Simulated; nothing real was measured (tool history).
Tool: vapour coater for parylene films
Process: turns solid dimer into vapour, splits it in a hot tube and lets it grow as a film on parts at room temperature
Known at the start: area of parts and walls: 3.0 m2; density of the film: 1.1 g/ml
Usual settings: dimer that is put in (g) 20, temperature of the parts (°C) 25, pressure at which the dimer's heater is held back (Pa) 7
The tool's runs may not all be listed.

| run | hour | dimer that is put in (g) | temperature of the parts (°C) | pressure at which the dimer's heater is held back (Pa) | thickness of the film (um) |
|---|---|---|---|---|---|
| 1 | 0 | 20 | 25 | 7 | 2.7 |
| 2 | 26.5 | 20 | 25 | 7 | 2.72 |
| 3 | 42.9 | 20 | 25 | 7 | 2.68 |
| 4 | 57.3 | 20 | 25 | 7 | 2.64 |
| 5 | 87.8 | 20 | 25 | 7 | 2.63 |
| 6 | 114.1 | 20 | 25 | 7 | 2.66 |
| 7 | 139.8 | 20 | 25 | 7 | 2.64 |
| 8 | 155.9 | 19 | 25 | 7 | 2.52 |
| 9 | 179.8 | 20 | 25 | 7 | 2.68 |
| 10 | 206 | 20 | 25 | 7 | 2.6 |
| 11 | 238.5 | 20 | 25 | 7 | 2.56 |
|  | 241.3 | table's thermometer calibrated |
| 12 | 275.5 | 20 | 28 | 7 | 2.25 |
| 13 | 290.5 | 20 | 28 | 7 | 2.22 |
| 14 | 309.8 | 20 | 28 | 7 | 2.25 |
| 15 | 325.3 | 34 | 28 | 7 | 3.75 |
| 16 | 355.6 | 20 | 19 | 7 | 3.28 |
|  | 363.9 | table's thermometer calibrated, once more |
| 17 | 378.3 | 20 | 25 | 7 | 2.57 |
| 18 | 397.9 | 20 | 25 | 7 | 2.66 |
| 19 | 427.6 | 20 | 25 | 7 | 2.62 |
| 20 | 447.7 | 20 | 25 | 7 | 2.59 |
| 21 | 464.8 | 20 | 25 | 5.26 | 2.69 |
| 22 | 487.5 | 20 | 25 | 3.37 | 2.81 |
| 23 | 511.1 | 20 | 25 | 9.57 | 2.45 |
| 24 | 539.3 | 20 | 25 | 9.57 | 2.4 |
|  | 566.9 | trap's valve overhauled |
| 25 | 568.7 | 20 | 25 | 9.57 | 2.72 |
| 26 | 592.3 | 10 | 34 | 8.32 | 0.92 |
| 27 | 622.5 | 16 | 33 | 3.94 | 1.72 |
| 28 | 654 | 16 | 33 | 3.94 | 1.79 |
| 29 | 681.2 | 16 | 35 | 9.31 | 1.43 |
| 30 | 715.5 | 16 | 35 | 2.04 | 1.73 |
| 31 | 744.6 | 16 | 35 | 2.04 | 1.77 |
| 32 | 767 | 31 | 25 | 2.46 | 5.07 |
| 33 | 783.8 | 9 | 18 | 3.81 | 1.83 |
| 34 | 801.6 | 9 | 18 | 3.81 | 1.85 |
| 35 | 821.4 | 21 | 24 | 7 | 2.98 |
| 36 | 843.8 | 17 | 25 | 10.51 | 2.22 |
| 37 | 872.6 | 9 | 25 | 7 | 1.25 |
| 38 | 890.6 | 9 | 25 | 2.97 | 1.42 |
| 39 | 918.5 | 11 | 25 | 6.16 | 1.53 |
| 40 | 944 | 22 | 25 | 6.16 | 3.09 |

Forecast each of these 5 alternatives for the next run:
| A | 975.1 | 22 | 25 | 3.73 | ? |
| B | 975.1 | 16 | 25 | 5.85 | ? |
| C | 975.1 | 14 | 25 | 6.54 | ? |
| D | 975.1 | 24 | 25 | 5.41 | ? |
| E | 975.1 | 20 | 37 | 6.9 | ? |

| run | thickness of the film (um) |
|---|---|
| A | 3.28 |
| B | 2.25 |
| C | 1.88 |
| D | 3.36 |
| E | 1.64 |
Without the tool's hidden state the same runs would have given:
| run | thickness of the film (um) |
|---|---|
| A | 3.5 |
| B | 2.41 |
| C | 2.01 |
| D | 3.59 |
| E | 1.75 |
